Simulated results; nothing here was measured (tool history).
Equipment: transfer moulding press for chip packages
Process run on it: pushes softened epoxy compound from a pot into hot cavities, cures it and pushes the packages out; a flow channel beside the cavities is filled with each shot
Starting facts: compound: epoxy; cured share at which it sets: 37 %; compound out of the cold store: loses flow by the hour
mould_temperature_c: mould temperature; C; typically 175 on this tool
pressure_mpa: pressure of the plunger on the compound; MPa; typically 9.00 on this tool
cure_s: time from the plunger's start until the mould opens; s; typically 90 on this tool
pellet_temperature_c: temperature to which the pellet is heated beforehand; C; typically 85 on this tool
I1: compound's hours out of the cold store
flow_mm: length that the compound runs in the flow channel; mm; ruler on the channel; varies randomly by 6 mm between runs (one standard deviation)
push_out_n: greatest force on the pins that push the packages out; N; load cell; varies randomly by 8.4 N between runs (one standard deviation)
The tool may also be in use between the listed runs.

Run 1, hour 0.0: usual settings; I1 20.7. Result: flow_mm 644 mm, push_out_n 354 N.
Run 2, hour 9.1: usual settings; I1 34.9. Result: flow_mm 581 mm, push_out_n 430 N.
Run 3, hour 16.4: usual settings but pellet_temperature_c 89 C; I1 42.2. Result: flow_mm 574 mm, push_out_n 474 N.
Run 4, hour 23.6: usual settings but cure_s 120 s, pellet_temperature_c 89 C; I1 42.1. Result: flow_mm 564 mm, push_out_n 387 N.
At hour 33.8: cavities cleaned with cleaning compound and waxed.
Run 5, hour 33.8: usual settings but cure_s 120 s, pellet_temperature_c 89 C; I1 25.5. Result: flow_mm 605 mm, push_out_n 268 N.
Run 6, hour 45.2: usual settings but cure_s 120 s, pellet_temperature_c 89 C; I1 20.3. Result: flow_mm 631 mm, push_out_n 332 N.
Run 7, hour 52.8: usual settings but cure_s 120 s, pellet_temperature_c 89 C; I1 36.8. Result: flow_mm 568 mm, push_out_n 383 N.
Run 8, hour 60.0: usual settings but cure_s 75 s, pellet_temperature_c 89 C; I1 40.4. Result: flow_mm 563 mm, push_out_n 753 N.
At hour 68.2: cavities cleaned with cleaning compound and waxed.
Run 9, hour 70.4: usual settings but cure_s 75 s, pellet_temperature_c 89 C; I1 23.8. Result: flow_mm 619 mm, push_out_n 562 N.
Run 10, hour 82.8: usual settings but cure_s 75 s, pellet_temperature_c 89 C; I1 44.2. Result: flow_mm 551 mm, push_out_n 632 N.
Run 11, hour 93.6: usual settings but mould_temperature_c 176 C; I1 8.4. Result: flow_mm 666 mm, push_out_n 523 N.
At hour 102.0: cavities cleaned with cleaning compound and waxed.
Run 12, hour 104.5: usual settings but mould_temperature_c 176 C; I1 33.3. Result: flow_mm 582 mm, push_out_n 341 N.
Run 13, hour 119.4: usual settings but mould_temperature_c 176 C, pressure_mpa 9.18 MPa; I1 10.3. Result: flow_mm 662 mm, push_out_n 470 N.
Run 14, hour 126.4: usual settings but mould_temperature_c 176 C, pressure_mpa 9.18 MPa; I1 11.2. Result: flow_mm 655 mm, push_out_n 527 N.
At hour 135.9: cavities cleaned with cleaning compound and waxed.
Run 15, hour 140.9: usual settings; I1 18.2. Result: flow_mm 621 mm, push_out_n 397 N.
Run 16, hour 154.2: usual settings; I1 33.9. Result: flow_mm 566 mm, push_out_n 477 N.

Run 17 is up next; what results do you expect?
At hour 157.7: plunger's sealing rings changed.
Run 17, hour 165.0: usual settings but pellet_temperature_c 84 C; I1 32.5. Result: flow_mm ?, push_out_n ?.

{"run 17": {"flow_mm": 615, "push_out_n": 517}}
If the tool had no hidden condition, the same run with the same run-to-run variation would have returned flow_mm 619 mm, push_out_n 339 N.
